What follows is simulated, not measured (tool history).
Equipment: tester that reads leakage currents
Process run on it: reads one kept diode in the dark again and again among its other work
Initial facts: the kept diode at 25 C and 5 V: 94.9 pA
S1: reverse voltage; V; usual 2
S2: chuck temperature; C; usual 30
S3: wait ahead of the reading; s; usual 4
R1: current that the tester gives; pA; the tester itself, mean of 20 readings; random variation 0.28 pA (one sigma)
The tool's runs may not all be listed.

| run | hour | S1 | S2 | S3 | R1 |
|---|---|---|---|---|---|
| 1 | 0 | 2 | 30 | 4 | 102.91 |
| 2 | 46.9 | 2 | 30 | 4 | 104.26 |
| 3 | 112.1 | 2 | 30 | 4 | 104.64 |
| 4 | 154.2 | 2 | 30 | 4 | 104.34 |
| 5 | 199.6 | 2 | 30 | 4 | 105.35 |
| 6 | 238.8 | 2 | 30 | 4 | 105.42 |
| 7 | 296.4 | 3.74 | 30 | 4 | 139.29 |
| 8 | 333.2 | 3.74 | 30 | 4 | 140.41 |
| 9 | 388.1 | 2 | 30 | 2.18 | 107.3 |
| 10 | 451.3 | 2 | 30 | 4 | 93.3 |
| 11 | 506.2 | 2 | 30 | 4 | 93.82 |
| 12 | 555.6 | 2 | 30 | 4 | 94.04 |
| 13 | 598.6 | 1.06 | 30 | 4 | 72.12 |
| 14 | 645.2 | 1.06 | 30 | 4 | 71.97 |
| 15 | 694.1 | 1.06 | 30 | 4 | 72.45 |
| 16 | 754.1 | 1.06 | 30 | 4 | 73.47 |
| 17 | 782.9 | 2 | 30 | 4 | 96.76 |
| 18 | 845.3 | 2 | 30 | 4 | 96.93 |
| 19 | 885.4 | 2 | 30 | 4 | 97.53 |
| 20 | 919.7 | 2 | 35 | 4 | 139.49 |
| 21 | 961.8 | 2 | 35 | 4 | 139.77 |
| 22 | 1030.1 | 6.94 | 38 | 1.43 | 298.63 |
| 23 | 1084.8 | 2 | 24 | 7.01 | 64.22 |
| 24 | 1145.8 | 4.06 | 42 | 0.6 | 314.92 |
| 25 | 1177.6 | 3.65 | 24 | 2.44 | 84.29 |
| 26 | 1230.5 | 2.78 | 40 | 4 | 234.29 |
| 27 | 1269.7 | 3.45 | 30 | 4 | 128.56 |
| 28 | 1314.8 | 10.97 | 26 | 0.33 | 165.73 |
| 29 | 1366.5 | 10.97 | 26 | 0.33 | 165.91 |
| 30 | 1433.5 | 10.97 | 26 | 0.33 | 167.87 |
| 31 | 1478.2 | 1.65 | 26 | 0.33 | 71.49 |
| 32 | 1524.7 | 16.64 | 41 | 7.42 | 562.62 |
| 33 | 1585.2 | 16.64 | 41 | 8.28 | 563.41 |
| 34 | 1642.2 | 15.14 | 29 | 1.63 | 238.75 |
| 35 | 1700.8 | 1.11 | 30 | 4 | 81.23 |
| 36 | 1767.8 | 15.38 | 30 | 0.97 | 261.55 |
| 37 | 1797.7 | 2 | 30 | 0.36 | 107.29 |
| 38 | 1853.3 | 1.15 | 30 | 1.4 | 84.23 |
| 39 | 1921.7 | 2 | 30 | 3.33 | 107.3 |

Taken out of this log: 1 entry between the listed runs. Where each belongs, and how the hidden state differs across it:
Runs 9 to 10: chuck's temperature calibrated (hour 437.8)
  stray current of the dirty probe card, pA a volt: 0.102 -> 0.108; current scale over the true one, %: 0.47 -> 0.5; true chuck temperature over the reading, C: 1.95 -> 0.01
  measured minus no-state result, R1: +14.69 -> +0.73 pA

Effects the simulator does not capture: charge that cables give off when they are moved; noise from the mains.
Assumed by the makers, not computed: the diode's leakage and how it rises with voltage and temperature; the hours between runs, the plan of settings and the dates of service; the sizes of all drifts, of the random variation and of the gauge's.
